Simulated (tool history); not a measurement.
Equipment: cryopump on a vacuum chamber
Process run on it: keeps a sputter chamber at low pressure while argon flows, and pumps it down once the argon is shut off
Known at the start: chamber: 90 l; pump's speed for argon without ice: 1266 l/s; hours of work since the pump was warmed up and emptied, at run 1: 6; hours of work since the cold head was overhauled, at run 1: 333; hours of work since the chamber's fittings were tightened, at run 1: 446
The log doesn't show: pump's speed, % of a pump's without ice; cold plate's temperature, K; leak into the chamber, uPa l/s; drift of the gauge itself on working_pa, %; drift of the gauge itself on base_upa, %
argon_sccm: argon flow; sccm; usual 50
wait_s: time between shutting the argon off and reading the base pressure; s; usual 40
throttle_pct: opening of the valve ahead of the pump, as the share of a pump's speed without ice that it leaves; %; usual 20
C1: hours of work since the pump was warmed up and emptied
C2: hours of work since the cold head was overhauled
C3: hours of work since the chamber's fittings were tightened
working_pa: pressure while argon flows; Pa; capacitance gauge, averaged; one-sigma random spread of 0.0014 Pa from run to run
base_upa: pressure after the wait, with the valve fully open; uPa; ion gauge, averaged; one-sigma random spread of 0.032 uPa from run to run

Run 1, hour 0.0: usual settings; C1 6; C2 333; C3 446. Result: working_pa 0.3348 Pa, base_upa 2.24 uPa.
Run 2, hour 10.6: usual settings but wait_s 232 s; C1 13; C2 339; C3 452. Result: working_pa 0.3339 Pa, base_upa 1.15 uPa.
Run 3, hour 26.2: usual settings but wait_s 55 s; C1 23; C2 349; C3 462. Result: working_pa 0.3362 Pa, base_upa 2.01 uPa.
Run 4, hour 43.0: usual settings but wait_s 134 s; C1 33; C2 359; C3 472. Result: working_pa 0.3350 Pa, base_upa 1.42 uPa.
Run 5, hour 51.7: usual settings but wait_s 134 s; C1 38; C2 365; C3 478. Result: working_pa 0.3344 Pa, base_upa 1.38 uPa.
Run 6, hour 64.1: usual settings but wait_s 134 s; C1 46; C2 372; C3 485. Result: working_pa 0.3348 Pa, base_upa 1.41 uPa.
Run 7, hour 71.0: usual settings but wait_s 134 s; C1 50; C2 377; C3 489. Result: working_pa 0.3364 Pa, base_upa 1.40 uPa.
Run 8, hour 81.7: usual settings but argon_sccm 41 sccm, wait_s 134 s; C1 57; C2 383; C3 496. Result: working_pa 0.2790 Pa, base_upa 1.46 uPa.
Run 9, hour 88.7: usual settings; C1 61; C2 388; C3 500. Result: working_pa 0.3389 Pa, base_upa 2.42 uPa.
Run 10, hour 99.0: usual settings; C1 67; C2 394; C3 507. Result: working_pa 0.3408 Pa, base_upa 2.46 uPa.
Run 11, hour 109.0: usual settings but wait_s 132 s; C1 74; C2 400; C3 513. Result: working_pa 0.3362 Pa, base_upa 1.45 uPa.
Run 12, hour 125.9: usual settings but wait_s 132 s; C1 84; C2 410; C3 523. Result: working_pa 0.3390 Pa, base_upa 1.47 uPa.
Run 13, hour 136.8: usual settings; C1 91; C2 417; C3 530. Result: working_pa 0.3386 Pa, base_upa 2.46 uPa.
Run 14, hour 145.4: usual settings; C1 96; C2 423; C3 535. Result: working_pa 0.3383 Pa, base_upa 2.57 uPa.
Run 15, hour 162.0: usual settings; C1 106; C2 433; C3 546. Result: working_pa 0.3400 Pa, base_upa 2.52 uPa.
Run 16, hour 175.2: usual settings but argon_sccm 83 sccm; C1 114; C2 441; C3 554. Result: working_pa 0.5653 Pa, base_upa 2.70 uPa.
Run 17, hour 182.8: usual settings but argon_sccm 35 sccm; C1 119; C2 446; C3 558. Result: working_pa 0.2400 Pa, base_upa 2.58 uPa.
Run 18, hour 193.2: usual settings but argon_sccm 74 sccm; C1 126; C2 452; C3 565. Result: working_pa 0.5050 Pa, base_upa 2.61 uPa.
Run 19, hour 206.0: usual settings but argon_sccm 74 sccm; C1 133; C2 460; C3 573. Result: working_pa 0.5091 Pa, base_upa 2.74 uPa.
Run 20, hour 214.7: usual settings but argon_sccm 54 sccm, wait_s 83 s, throttle_pct 21 %; C1 139; C2 465; C3 578. Result: working_pa 0.3506 Pa, base_upa 1.90 uPa.
Run 21, hour 229.2: usual settings but argon_sccm 91 sccm; C1 148; C2 474; C3 587. Result: working_pa 0.6202 Pa, base_upa 2.65 uPa.
Run 22, hour 239.7: usual settings but argon_sccm 91 sccm; C1 154; C2 481; C3 594. Result: working_pa 0.6217 Pa, base_upa 2.70 uPa.
Run 23, hour 255.2: usual settings but argon_sccm 91 sccm, wait_s 206 s; C1 164; C2 490; C3 603. Result: working_pa 0.6288 Pa, base_upa 1.57 uPa.
Run 24, hour 269.0: usual settings but wait_s 193 s, throttle_pct 39 %; C1 172; C2 499; C3 612. Result: working_pa 0.1841 Pa, base_upa 1.58 uPa.
Run 25, hour 276.1: usual settings but wait_s 63 s, throttle_pct 33 %; C1 177; C2 503; C3 616. Result: working_pa 0.2141 Pa, base_upa 2.20 uPa.
Run 26, hour 286.4: usual settings but argon_sccm 21 sccm, wait_s 219 s, throttle_pct 17 %; C1 183; C2 509; C3 622. Result: working_pa 0.1699 Pa, base_upa 1.64 uPa.
Run 27, hour 298.1: usual settings but argon_sccm 33 sccm, wait_s 20 s, throttle_pct 22 %; C1 190; C2 517; C3 630. Result: working_pa 0.2087 Pa, base_upa 4.15 uPa.
Run 28, hour 314.2: usual settings but argon_sccm 33 sccm, wait_s 20 s, throttle_pct 22 %; C1 200; C2 527; C3 640. Result: working_pa 0.2095 Pa, base_upa 4.36 uPa.
Run 29, hour 325.6: usual settings but argon_sccm 32 sccm, wait_s 26 s, throttle_pct 54 %; C1 207; C2 534; C3 647. Result: working_pa 0.0880 Pa, base_upa 3.56 uPa.
Run 30, hour 334.3: usual settings but argon_sccm 45 sccm, throttle_pct 16 %; C1 213; C2 539; C3 652. Result: working_pa 0.3892 Pa, base_upa 2.91 uPa.
Run 31, hour 341.2: usual settings but argon_sccm 45 sccm, throttle_pct 16 %; C1 217; C2 543; C3 656. Result: working_pa 0.3882 Pa, base_upa 2.87 uPa.
Run 32, hour 356.1: usual settings but argon_sccm 45 sccm, throttle_pct 16 %; C1 226; C2 552; C3 665. Result: working_pa 0.3908 Pa, base_upa 2.89 uPa.
Run 33, hour 370.6: usual settings but wait_s 95 s; C1 235; C2 561; C3 674. Result: working_pa 0.3510 Pa, base_upa 2.12 uPa.
Run 34, hour 379.4: usual settings but wait_s 62 s; C1 240; C2 567; C3 680. Result: working_pa 0.3494 Pa, base_upa 2.45 uPa.
Run 35, hour 391.3: usual settings but wait_s 41 s, throttle_pct 16 %; C1 248; C2 574; C3 687. Result: working_pa 0.4335 Pa, base_upa 2.94 uPa.

Branching from run 35: 3 alternative next runs. What would each branch give?
Run A, hour 407.0: usual settings but wait_s 262 s; C1 258; C2 584; C3 697. Result: working_pa ?, base_upa ?.
Run B, hour 407.0: usual settings but wait_s 77 s; C1 258; C2 584; C3 697. Result: working_pa ?, base_upa ?.
Run C, hour 407.0: usual settings but wait_s 41 s, throttle_pct 32 %; C1 258; C2 584; C3 697. Result: working_pa ?, base_upa ?.

run  working_pa  base_upa
  A      0.3496      1.79
  B      0.3518      2.42
  C      0.2271      2.90
Take away the tool's hidden state, keep each run's random variation, and the runs would have read:
run  working_pa  base_upa
  A      0.3318      0.47
  B      0.3340      1.02
  C      0.2092      1.58

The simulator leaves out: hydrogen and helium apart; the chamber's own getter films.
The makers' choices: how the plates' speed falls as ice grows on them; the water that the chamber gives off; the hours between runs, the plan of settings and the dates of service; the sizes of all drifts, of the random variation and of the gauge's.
